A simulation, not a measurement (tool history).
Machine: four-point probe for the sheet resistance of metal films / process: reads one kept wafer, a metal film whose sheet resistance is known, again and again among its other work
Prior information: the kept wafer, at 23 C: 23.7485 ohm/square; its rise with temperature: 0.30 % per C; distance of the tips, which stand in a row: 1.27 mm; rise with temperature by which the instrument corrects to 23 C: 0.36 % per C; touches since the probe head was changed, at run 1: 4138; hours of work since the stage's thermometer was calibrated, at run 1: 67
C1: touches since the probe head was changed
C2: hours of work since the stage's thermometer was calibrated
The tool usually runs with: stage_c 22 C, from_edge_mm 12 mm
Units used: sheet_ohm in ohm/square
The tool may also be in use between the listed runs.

{"run": 1, "day": 0.0, "stage_c": 22, "from_edge_mm": 12, "C1": 4138, "C2": 67, "sheet_ohm": 23.963101}
{"run": 2, "day": 0.512, "stage_c": 22, "from_edge_mm": 12, "C1": 4484, "C2": 75, "sheet_ohm": 23.961695}
{"run": 3, "day": 1.188, "stage_c": 22, "from_edge_mm": 12, "C1": 4940, "C2": 85, "sheet_ohm": 23.972127}
{"run": 4, "day": 2.229, "stage_c": 22, "from_edge_mm": 12, "C1": 5643, "C2": 102, "sheet_ohm": 23.967552}
{"run": 5, "day": 2.846, "stage_c": 22, "from_edge_mm": 12, "C1": 6060, "C2": 111, "sheet_ohm": 23.977817}
{"run": 6, "day": 3.517, "stage_c": 20, "from_edge_mm": 12, "C1": 6513, "C2": 121, "sheet_ohm": 24.000905}
{"run": 7, "day": 4.392, "stage_c": 20, "from_edge_mm": 12, "C1": 7102, "C2": 135, "sheet_ohm": 24.005541}
{"run": 8, "day": 5.167, "stage_c": 20, "from_edge_mm": 12, "C1": 7626, "C2": 147, "sheet_ohm": 24.010886}
{"run": 9, "day": 6.121, "stage_c": 22, "from_edge_mm": 16, "C1": 8269, "C2": 162, "sheet_ohm": 23.911242}
{"run": 10, "day": 6.838, "stage_c": 22, "from_edge_mm": 12, "C1": 8754, "C2": 173, "sheet_ohm": 23.981819}
{"run": 11, "day": 7.746, "stage_c": 22, "from_edge_mm": 51, "C1": 9367, "C2": 187, "sheet_ohm": 23.845592}
{"run": 12, "day": 8.458, "stage_c": 22, "from_edge_mm": 27, "C1": 9848, "C2": 198, "sheet_ohm": 23.875475}
{"run": 13, "day": 9.521, "stage_c": 22, "from_edge_mm": 27, "C1": 10566, "C2": 214, "sheet_ohm": 23.868533}
{"run": 14, "day": 10.538, "stage_c": 22, "from_edge_mm": 27, "C1": 11251, "C2": 230, "sheet_ohm": 23.872989}
{"run": 15, "day": 11.658, "stage_c": 27, "from_edge_mm": 12, "C1": 12007, "C2": 247, "sheet_ohm": 23.922143}
{"run": 16, "day": 12.212, "stage_c": 27, "from_edge_mm": 12, "C1": 12381, "C2": 256, "sheet_ohm": 23.926287}
{"run": 17, "day": 12.942, "stage_c": 19, "from_edge_mm": 12, "C1": 12873, "C2": 267, "sheet_ohm": 24.031646}
{"run": 18, "day": 13.958, "stage_c": 22, "from_edge_mm": 12, "C1": 13561, "C2": 283, "sheet_ohm": 23.991595}
{"run": 19, "day": 15.062, "stage_c": 22, "from_edge_mm": 12, "C1": 14306, "C2": 300, "sheet_ohm": 23.991994}
{"run": 20, "day": 16.038, "stage_c": 22, "from_edge_mm": 32, "C1": 14964, "C2": 315, "sheet_ohm": 23.873279}
{"run": 21, "day": 16.7, "stage_c": 22, "from_edge_mm": 32, "C1": 15412, "C2": 325, "sheet_ohm": 23.864869}
{"day": 16.808, "done": "stage's thermometer calibrated"}
{"run": 22, "day": 17.283, "stage_c": 22, "from_edge_mm": 12, "C1": 15791, "C2": 7, "sheet_ohm": 23.994034}
{"run": 23, "day": 17.738, "stage_c": 18, "from_edge_mm": 12, "C1": 16099, "C2": 14, "sheet_ohm": 24.052629}
{"run": 24, "day": 18.492, "stage_c": 22, "from_edge_mm": 50, "C1": 16606, "C2": 26, "sheet_ohm": 23.863796}
{"run": 25, "day": 19.571, "stage_c": 22, "from_edge_mm": 50, "C1": 17336, "C2": 43, "sheet_ohm": 23.871953}
{"run": 26, "day": 20.512, "stage_c": 20, "from_edge_mm": 15, "C1": 17970, "C2": 57, "sheet_ohm": 23.983057}
{"day": 21.271, "done": "stage's thermometer calibrated, once more"}
{"run": 27, "day": 21.558, "stage_c": 20, "from_edge_mm": 15, "C1": 18662, "C2": 4, "sheet_ohm": 23.969561}
{"run": 28, "day": 22.567, "stage_c": 31, "from_edge_mm": 3, "C1": 19344, "C2": 20, "sheet_ohm": 25.80567}
{"run": 29, "day": 23.1, "stage_c": 27, "from_edge_mm": 26, "C1": 19705, "C2": 28, "sheet_ohm": 23.823684}
{"run": 30, "day": 23.962, "stage_c": 27, "from_edge_mm": 26, "C1": 20286, "C2": 42, "sheet_ohm": 23.819367}
{"run": 31, "day": 24.521, "stage_c": 27, "from_edge_mm": 26, "C1": 20663, "C2": 50, "sheet_ohm": 23.822578}
{"run": 32, "day": 25.533, "stage_c": 27, "from_edge_mm": 26, "C1": 21346, "C2": 66, "sheet_ohm": 23.820557}
{"run": 33, "day": 26.196, "stage_c": 23, "from_edge_mm": 4, "C1": 21794, "C2": 76, "sheet_ohm": 25.072337}
{"run": 34, "day": 26.862, "stage_c": 23, "from_edge_mm": 4, "C1": 22242, "C2": 86, "sheet_ohm": 25.078488}
{"run": 35, "day": 27.792, "stage_c": 29, "from_edge_mm": 13, "C1": 22871, "C2": 101, "sheet_ohm": 23.893993}
{"run": 36, "day": 28.575, "stage_c": 22, "from_edge_mm": 13, "C1": 23401, "C2": 113, "sheet_ohm": 23.997992}
{"run": 37, "day": 29.675, "stage_c": 24, "from_edge_mm": 4, "C1": 24143, "C2": 130, "sheet_ohm": 25.062275}
{"run": 38, "day": 30.442, "stage_c": 24, "from_edge_mm": 4, "C1": 24659, "C2": 142, "sheet_ohm": 25.057738}
{"run": 39, "day": 31.054, "stage_c": 23, "from_edge_mm": 3, "C1": 25072, "C2": 151, "sheet_ohm": 25.947434}
{"run": 40, "day": 31.921, "stage_c": 23, "from_edge_mm": 3, "C1": 25657, "C2": 165, "sheet_ohm": 25.939519}
{"run": 41, "day": 32.942, "stage_c": 21, "from_edge_mm": 43, "C1": 26348, "C2": 181, "sheet_ohm": 23.900282}
{"run": 42, "day": 33.812, "stage_c": 21, "from_edge_mm": 43, "C1": 26936, "C2": 194, "sheet_ohm": 23.894205}
{"run": 43, "day": 34.546, "stage_c": 21, "from_edge_mm": 43, "C1": 27430, "C2": 205, "sheet_ohm": 23.904616}
{"run": 44, "day": 35.654, "stage_c": 29, "from_edge_mm": 34, "C1": 28179, "C2": 223, "sheet_ohm": 23.801932}

Branching from run 44: 5 alternative next runs. What would each branch give?
{"run": "A", "day": 36.746, "stage_c": 34, "from_edge_mm": 37, "C1": 28915, "C2": 239, "sheet_ohm": "?"}
{"run": "B", "day": 36.746, "stage_c": 23, "from_edge_mm": 34, "C1": 28915, "C2": 239, "sheet_ohm": "?"}
{"run": "C", "day": 36.746, "stage_c": 26, "from_edge_mm": 9, "C1": 28915, "C2": 239, "sheet_ohm": "?"}
{"run": "D", "day": 36.746, "stage_c": 29, "from_edge_mm": 4, "C1": 28915, "C2": 239, "sheet_ohm": "?"}
{"run": "E", "day": 36.746, "stage_c": 22, "from_edge_mm": 5, "C1": 28915, "C2": 239, "sheet_ohm": "?"}

run=A sheet_ohm=23.743405
run=B sheet_ohm=23.883251
run=C sheet_ohm=24.076179
run=D sheet_ohm=25.00955
run=E sheet_ohm=24.683321
Had the tool no hidden state, the same runs would have come out as:
run=A sheet_ohm=23.623292
run=B sheet_ohm=23.762214
run=C sheet_ohm=23.954313
run=D sheet_ohm=24.883427
run=E sheet_ohm=24.558519
